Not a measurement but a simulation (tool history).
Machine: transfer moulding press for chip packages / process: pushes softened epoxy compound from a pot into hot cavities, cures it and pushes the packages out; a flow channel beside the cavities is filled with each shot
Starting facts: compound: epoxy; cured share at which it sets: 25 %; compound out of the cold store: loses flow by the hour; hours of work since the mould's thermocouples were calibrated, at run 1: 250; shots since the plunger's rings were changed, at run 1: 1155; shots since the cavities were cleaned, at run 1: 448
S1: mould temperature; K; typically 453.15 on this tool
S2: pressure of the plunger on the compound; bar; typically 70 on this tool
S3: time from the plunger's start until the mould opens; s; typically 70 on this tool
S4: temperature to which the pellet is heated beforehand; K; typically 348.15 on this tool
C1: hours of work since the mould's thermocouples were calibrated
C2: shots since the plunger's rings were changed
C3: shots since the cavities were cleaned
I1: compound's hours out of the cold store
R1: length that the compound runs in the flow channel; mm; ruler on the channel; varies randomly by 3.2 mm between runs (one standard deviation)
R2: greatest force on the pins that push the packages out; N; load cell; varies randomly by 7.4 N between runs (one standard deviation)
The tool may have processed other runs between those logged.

run	hour	S1	S2	S3	S4	C1	C2	C3	I1	R1	R2
1	0	453.15	70	70	348.15	250	1155	448	47.7	660	412
# hour 6.6: cavities cleaned with cleaning compound and waxed
2	41.2	453.15	70	70	348.15	273	1665	444	16.9	710	437
# hour 49.7: cavities cleaned with cleaning compound and waxed
# hour 89.4: cavities cleaned with cleaning compound and waxed
3	112.8	453.15	55.7	70	348.15	312	2544	299	47.3	580	396
# hour 131.8: cavities cleaned with cleaning compound and waxed
# hour 170.2: cavities cleaned with cleaning compound and waxed
# hour 183.5: plunger's sealing rings changed
4	195.4	458.15	55.7	70	348.15	356	152	290	14.6	640	331
# hour 213.1: cavities cleaned with cleaning compound and waxed
# hour 253.2: cavities cleaned with cleaning compound and waxed
5	270.9	458.15	55.7	70	348.15	397	1083	228	35	598	316
# hour 297: cavities cleaned with cleaning compound and waxed
# hour 335.5: cavities cleaned with cleaning compound and waxed
6	335.5	453.15	70	70	348.15	432	1874	0	44.7	657	315
# hour 376.5: cavities cleaned with cleaning compound and waxed
7	391.2	453.15	70	70	348.15	463	2568	189	18.9	699	372
# hour 415.2: cavities cleaned with cleaning compound and waxed
8	446.1	453.15	70	70	348.15	494	3253	396	35.9	663	428
# hour 457.7: plunger's sealing rings changed
# hour 459.2: cavities cleaned with cleaning compound and waxed
# hour 497.5: cavities cleaned with cleaning compound and waxed
9	519	453.15	70	70	348.15	532	749	276	20	721	408
# hour 528.2: mould's thermocouples calibrated
# hour 541.2: cavities cleaned with cleaning compound and waxed
# hour 583.3: cavities cleaned with cleaning compound and waxed
10	593	453.15	70	70	348.15	35	1633	124	30	685	348
# hour 625: cavities cleaned with cleaning compound and waxed
11	649.3	453.15	70	70	348.15	66	2337	313	23.2	695	441
# hour 666: cavities cleaned with cleaning compound and waxed
12	700.5	453.15	60.7	70	348.15	95	2975	443	19.6	648	447
# hour 705.9: cavities cleaned with cleaning compound and waxed
# hour 731.3: mould's thermocouples calibrated, once more
# hour 733.8: plunger's sealing rings changed
# hour 750.7: cavities cleaned with cleaning compound and waxed
13	753.2	453.15	68.3	80	348.15	10	228	31	34	680	268
# hour 793.9: cavities cleaned with cleaning compound and waxed
14	828.7	447.15	70	70	350.15	52	1178	446	9.2	752	636
# hour 836.9: cavities cleaned with cleaning compound and waxed
15	869.2	457.15	80.5	70	341.15	75	1679	415	18.3	746	345
# hour 877.8: cavities cleaned with cleaning compound and waxed
# hour 918.5: cavities cleaned with cleaning compound and waxed
16	952.4	457.15	80.5	70	341.15	120	2708	436	12.3	759	358
# hour 959.1: cavities cleaned with cleaning compound and waxed
# hour 999.9: cavities cleaned with cleaning compound and waxed
# hour 1007.3: plunger's sealing rings changed
17	1029.9	457.15	80.5	70	341.15	161	291	353	17.7	768	356
# hour 1043.1: cavities cleaned with cleaning compound and waxed
# hour 1088: cavities cleaned with cleaning compound and waxed
18	1105.1	458.15	69.5	70	348.15	202	1217	220	43.1	647	313
# hour 1127.9: cavities cleaned with cleaning compound and waxed
# hour 1167.9: cavities cleaned with cleaning compound and waxed
19	1169	453.15	70	70	343.15	237	1998	14	30.5	684	328
20	1202.1	453.15	70	70	343.15	256	2423	439	47.2	647	397
# hour 1208.7: cavities cleaned with cleaning compound and waxed
# hour 1247.6: cavities cleaned with cleaning compound and waxed
21	1247.6	453.15	70	70	343.15	280	2968	0	15.6	699	333
# hour 1281.1: plunger's sealing rings changed
# hour 1288.8: cavities cleaned with cleaning compound and waxed
22	1323.5	453.15	70	92	343.15	321	525	446	46.2	660	317
# hour 1331.3: cavities cleaned with cleaning compound and waxed
# hour 1372.8: cavities cleaned with cleaning compound and waxed
23	1395.6	453.15	70	92	343.15	361	1411	293	39.4	668	320
# hour 1417: cavities cleaned with cleaning compound and waxed
# hour 1457.2: cavities cleaned with cleaning compound and waxed
24	1469.4	453.15	70	92	343.15	401	2319	157	18.8	709	298

Pick out some run-to-run changes in R1. Of each, how much would a tool without hidden state show as well, from the settings, what came in and chance, and how much is left for the hidden state and any gauge scatter not in both results compared?
What the log doesn't record here: true mould temperature over the reading, C; pressure that reaches the compound, % of what is set; grip of the stained cavities, % over clean ones'; drift of the gauge itself on flow_mm, %; drift of the gauge itself on push_out_n, %.
Run 2 -> 3: S2 70 -> 55.7, cavities cleaned with cleaning compound and waxed, cavities cleaned with cleaning compound and waxed. R1 -130 mm: hidden state -3, all else -127.
Run 8 -> 9: plunger's sealing rings changed, cavities cleaned with cleaning compound and waxed, cavities cleaned with cleaning compound and waxed. R1 +58 mm: hidden state +18, all else +40.
Run 17 -> 18: S1 457.15 -> 458.15, S2 80.5 -> 69.5, S4 341.15 -> 348.15, cavities cleaned with cleaning compound and waxed, cavities cleaned with cleaning compound and waxed. R1 -121 mm: hidden state -4, all else -117.
Run 21 -> 22: S3 70 -> 92, plunger's sealing rings changed, cavities cleaned with cleaning compound and waxed. R1 -39 mm: hidden state +18, all else -57.
